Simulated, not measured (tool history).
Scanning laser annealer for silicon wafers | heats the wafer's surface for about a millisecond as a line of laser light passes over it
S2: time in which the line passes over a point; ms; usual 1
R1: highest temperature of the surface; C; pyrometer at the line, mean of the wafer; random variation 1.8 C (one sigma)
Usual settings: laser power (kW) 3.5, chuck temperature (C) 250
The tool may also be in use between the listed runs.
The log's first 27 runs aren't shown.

run 28 day=46.412 | laser_power_(kW)=3.5 S2=1.16 chuck_temperature_(C)=228 | R1=1131
-- day=47.221 window over the wafer cleaned
run 29 day=47.867 | laser_power_(kW)=3.5 S2=0.8 chuck_temperature_(C)=211 | R1=943
run 30 day=48.975 | laser_power_(kW)=3.5 S2=1 chuck_temperature_(C)=277 | R1=1105
run 31 day=50.396 | laser_power_(kW)=3.5 S2=1 chuck_temperature_(C)=237 | R1=1071
run 32 day=52.058 | laser_power_(kW)=3.705 S2=1.06 chuck_temperature_(C)=249 | R1=1161
run 33 day=53.304 | laser_power_(kW)=3.705 S2=1.06 chuck_temperature_(C)=249 | R1=1166
run 34 day=55.558 | laser_power_(kW)=3.705 S2=1.06 chuck_temperature_(C)=249 | R1=1162
run 35 day=57.908 | laser_power_(kW)=3.5 S2=1.24 chuck_temperature_(C)=250 | R1=1188
run 36 day=59.9 | laser_power_(kW)=3.834 S2=1 chuck_temperature_(C)=250 | R1=1166
run 37 day=61.95 | laser_power_(kW)=3.834 S2=1.1 chuck_temperature_(C)=233 | R1=1202
run 38 day=63.496 | laser_power_(kW)=3.834 S2=1.1 chuck_temperature_(C)=233 | R1=1201

4 ways to go on from here, each from the tool as it stands after run 38. What would each give?
run A day=64.683 | laser_power_(kW)=3.834 S2=0.73 chuck_temperature_(C)=264 | R1=?
run B day=64.683 | laser_power_(kW)=3.397 S2=1.18 chuck_temperature_(C)=267 | R1=?
run C day=64.683 | laser_power_(kW)=3.473 S2=1 chuck_temperature_(C)=284 | R1=?
run D day=64.683 | laser_power_(kW)=3.494 S2=0.78 chuck_temperature_(C)=250 | R1=?

run=A R1=1028
run=B R1=1152
run=C R1=1107
run=D R1=962
Without the tool's hidden state the same runs would have given:
run=A R1=1029
run=B R1=1152
run=C R1=1107
run=D R1=962

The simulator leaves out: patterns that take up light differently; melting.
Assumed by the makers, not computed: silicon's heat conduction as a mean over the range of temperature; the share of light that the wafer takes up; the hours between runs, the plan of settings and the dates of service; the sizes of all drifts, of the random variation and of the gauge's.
